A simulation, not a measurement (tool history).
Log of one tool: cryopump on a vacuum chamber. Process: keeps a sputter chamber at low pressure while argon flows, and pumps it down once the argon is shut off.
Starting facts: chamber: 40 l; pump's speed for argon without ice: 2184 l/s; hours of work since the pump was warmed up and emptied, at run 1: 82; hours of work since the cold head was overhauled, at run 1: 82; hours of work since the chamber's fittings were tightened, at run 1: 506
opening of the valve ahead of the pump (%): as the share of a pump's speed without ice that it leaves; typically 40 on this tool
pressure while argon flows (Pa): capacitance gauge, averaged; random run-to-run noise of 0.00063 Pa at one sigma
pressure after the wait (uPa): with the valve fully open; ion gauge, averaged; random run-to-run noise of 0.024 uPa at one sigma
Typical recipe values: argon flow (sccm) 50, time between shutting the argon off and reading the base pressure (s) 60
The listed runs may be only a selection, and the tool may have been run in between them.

run   hour  argon flow (sccm)  time between shutting the argon off and reading the base pressure (s)  opening of the valve ahead of the pump (%)  hours of work since the pump was warmed up and emptied  hours of work since the cold head was overhauled  hours of work since the chamber's fittings were tightened  pressure while argon flows (Pa)  pressure after the wait (uPa)
  1    0.0                 50                                                                     60                                          40                                                      82                                                82                                                        506                           0.0985                           1.25
  2   23.5                 50                                                                     60                                          40                                                     100                                               100                                                        524                           0.1000                           1.25
  3   52.2                 50                                                                     60                                          40                                                     121                                               121                                                        545                           0.0994                           1.28
  4   71.4                 50                                                                     60                                          40                                                     135                                               135                                                        559                           0.1000                           1.31
  5  100.0                 50                                                                     60                                          40                                                     156                                               156                                                        580                           0.1012                           1.31
  6  122.8                 50                                                                     60                                          19                                                     173                                               173                                                        597                           0.2076                           1.36
  7  148.6                 50                                                                     60                                          19                                                     192                                               192                                                        616                           0.2085                           1.37
  8  173.1                 50                                                                     60                                          19                                                     210                                               210                                                        634                           0.2080                           1.41
  9  191.0                 50                                                                     60                                          19                                                     224                                               224                                                        648                           0.2105                           1.39
 10  215.1                 50                                                                    152                                          19                                                     241                                               241                                                        665                           0.2127                           1.00
 11  232.2                 50                                                                     41                                          38                                                     254                                               254                                                        678                           0.1099                           1.84
 12  250.7                 50                                                                     41                                          38                                                     268                                               268                                                        692                           0.1100                           1.84
 13  281.2                 50                                                                     41                                          38                                                     290                                               290                                                        714                           0.1111                           1.82

Run 14, settings as shown, results not yet in. Your forecast:
 14  320.0                 50                                                                    127                                          60                                                     319                                               319                                                        743                                ?                              ?

{"run 14": {"pressure while argon flows (Pa)": 0.0748, "pressure after the wait (uPa)": 1.16}}
Had the tool carried no hidden state, the very same run would have given pressure while argon flows (Pa) 0.0644, pressure after the wait (uPa) 0.50.
